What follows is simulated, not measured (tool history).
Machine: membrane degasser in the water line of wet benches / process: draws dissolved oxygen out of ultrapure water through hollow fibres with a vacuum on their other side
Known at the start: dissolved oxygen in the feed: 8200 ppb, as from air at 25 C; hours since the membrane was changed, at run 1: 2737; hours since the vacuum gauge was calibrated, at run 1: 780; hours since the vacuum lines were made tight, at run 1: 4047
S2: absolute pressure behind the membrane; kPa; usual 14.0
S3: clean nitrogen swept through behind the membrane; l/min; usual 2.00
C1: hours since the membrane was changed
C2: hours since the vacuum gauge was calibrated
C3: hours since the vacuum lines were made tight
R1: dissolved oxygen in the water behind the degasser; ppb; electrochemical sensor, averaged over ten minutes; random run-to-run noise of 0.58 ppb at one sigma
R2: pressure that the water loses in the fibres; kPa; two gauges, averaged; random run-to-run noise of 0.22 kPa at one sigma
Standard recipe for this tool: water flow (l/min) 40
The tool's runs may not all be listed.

run 1 hour=0.0 | water_flow_(l/min)=40 S2=14.0 S3=2.00 | C1=2737 C2=780 C3=4047 | R1=466.1 R2=52.34
run 2 hour=54.2 | water_flow_(l/min)=40 S2=12.6 S3=2.00 | C1=2791 C2=834 C3=4102 | R1=410.4 R2=52.23
run 3 hour=130.7 | water_flow_(l/min)=42 S2=12.6 S3=2.00 | C1=2867 C2=911 C3=4178 | R1=426.8 R2=55.22
run 4 hour=209.2 | water_flow_(l/min)=42 S2=12.6 S3=2.00 | C1=2946 C2=989 C3=4257 | R1=428.6 R2=55.03
run 5 hour=265.8 | water_flow_(l/min)=40 S2=14.0 S3=2.00 | C1=3002 C2=1046 C3=4313 | R1=466.0 R2=52.33
run 6 hour=309.9 | water_flow_(l/min)=40 S2=15.1 S3=2.00 | C1=3046 C2=1090 C3=4357 | R1=509.8 R2=52.34
run 7 hour=385.1 | water_flow_(l/min)=40 S2=19.2 S3=2.00 | C1=3122 C2=1165 C3=4433 | R1=669.8 R2=52.56
run 8 hour=457.0 | water_flow_(l/min)=40 S2=19.2 S3=2.00 | C1=3194 C2=1237 C3=4504 | R1=669.4 R2=52.35
run 9 hour=535.3 | water_flow_(l/min)=40 S2=14.0 S3=5.57 | C1=3272 C2=1316 C3=4583 | R1=190.8 R2=52.63
run 10 hour=585.6 | water_flow_(l/min)=40 S2=14.0 S3=5.57 | C1=3322 C2=1366 C3=4633 | R1=190.4 R2=52.17
run 11 hour=632.4 | water_flow_(l/min)=40 S2=14.0 S3=5.57 | C1=3369 C2=1413 C3=4680 | R1=190.5 R2=52.34
run 12 hour=723.8 | water_flow_(l/min)=40 S2=14.0 S3=2.00 | C1=3460 C2=1504 C3=4771 | R1=466.0 R2=52.40
run 13 hour=779.2 | water_flow_(l/min)=40 S2=14.0 S3=2.00 | C1=3516 C2=1559 C3=4827 | R1=465.6 R2=52.06
run 14 hour=823.6 | water_flow_(l/min)=40 S2=14.0 S3=2.00 | C1=3560 C2=1604 C3=4871 | R1=465.7 R2=52.04
run 15 hour=873.3 | water_flow_(l/min)=40 S2=14.0 S3=2.00 | C1=3610 C2=1654 C3=4921 | R1=465.5 R2=52.22
run 16 hour=941.4 | water_flow_(l/min)=40 S2=14.0 S3=2.00 | C1=3678 C2=1722 C3=4989 | R1=464.7 R2=52.42
run 17 hour=1016.6 | water_flow_(l/min)=55 S2=9.6 S3=1.70 | C1=3753 C2=1797 C3=5064 | R1=431.8 R2=71.98
run 18 hour=1095.0 | water_flow_(l/min)=24 S2=12.7 S3=1.43 | C1=3831 C2=1875 C3=5142 | R1=350.6 R2=31.62
run 19 hour=1167.9 | water_flow_(l/min)=53 S2=11.3 S3=2.00 | C1=3904 C2=1948 C3=5215 | R1=456.9 R2=69.57
run 20 hour=1246.6 | water_flow_(l/min)=56 S2=21.1 S3=2.00 | C1=3983 C2=2027 C3=5294 | R1=977.1 R2=73.42
run 21 hour=1314.6 | water_flow_(l/min)=44 S2=17.9 S3=1.90 | C1=4051 C2=2095 C3=5362 | R1=700.1 R2=57.90
run 22 hour=1373.7 | water_flow_(l/min)=32 S2=16.1 S3=4.27 | C1=4110 C2=2154 C3=5421 | R1=229.9 R2=41.96

Predict the results of run 23:
run 23 hour=1454.8 | water_flow_(l/min)=32 S2=29.1 S3=2.00 | C1=4191 C2=2235 C3=5502 | R1=? R2=?

Run 23 produced R1 858.2 ppb, R2 42.00 kPa.
Minus the tool's unlogged condition, the same run would have read R1 858.1 ppb, R2 41.99 kPa.
